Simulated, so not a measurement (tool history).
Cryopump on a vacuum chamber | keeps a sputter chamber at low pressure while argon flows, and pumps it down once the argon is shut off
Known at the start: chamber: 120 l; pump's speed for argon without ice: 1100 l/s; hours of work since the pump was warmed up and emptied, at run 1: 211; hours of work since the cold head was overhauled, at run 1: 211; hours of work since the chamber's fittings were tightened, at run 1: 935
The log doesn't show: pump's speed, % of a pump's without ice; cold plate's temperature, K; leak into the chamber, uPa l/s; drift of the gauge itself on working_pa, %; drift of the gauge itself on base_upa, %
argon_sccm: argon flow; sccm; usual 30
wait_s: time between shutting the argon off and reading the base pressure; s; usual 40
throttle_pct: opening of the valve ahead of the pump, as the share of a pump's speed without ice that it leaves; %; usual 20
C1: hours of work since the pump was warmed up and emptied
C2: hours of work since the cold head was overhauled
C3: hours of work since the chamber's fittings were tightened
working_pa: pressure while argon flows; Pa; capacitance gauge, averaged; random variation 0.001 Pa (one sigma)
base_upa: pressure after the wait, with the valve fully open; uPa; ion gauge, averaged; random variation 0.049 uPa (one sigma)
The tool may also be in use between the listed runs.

Run 1, hour 0: usual settings; C1 211; C2 211; C3 935. Result: working_pa 0.2415 Pa, base_upa 5.37 uPa.
Run 2, hour 12: usual settings but argon_sccm 33 sccm; C1 220; C2 220; C3 944. Result: working_pa 0.263 Pa, base_upa 5.51 uPa.
Run 3, hour 21: usual settings; C1 226; C2 226; C3 950. Result: working_pa 0.2385 Pa, base_upa 5.41 uPa.
Run 4, hour 32.9: usual settings; C1 234; C2 234; C3 958. Result: working_pa 0.238 Pa, base_upa 5.75 uPa.
Run 5, hour 44.8: usual settings; C1 243; C2 243; C3 967. Result: working_pa 0.24 Pa, base_upa 5.73 uPa.
Run 6, hour 53.8: usual settings; C1 249; C2 249; C3 973. Result: working_pa 0.2421 Pa, base_upa 5.82 uPa.

Run 7 comes next. What will it give?
Run 7, hour 70.1: usual settings but argon_sccm 13 sccm, wait_s 31 s, throttle_pct 56 %; C1 260; C2 260; C3 984. Result: working_pa ?, base_upa ?.

{"run 7": {"working_pa": 0.0401, "base_upa": 6.49}}
Without the tool's hidden state the same run would have given working_pa 0.0356 Pa, base_upa 3.68 uPa.
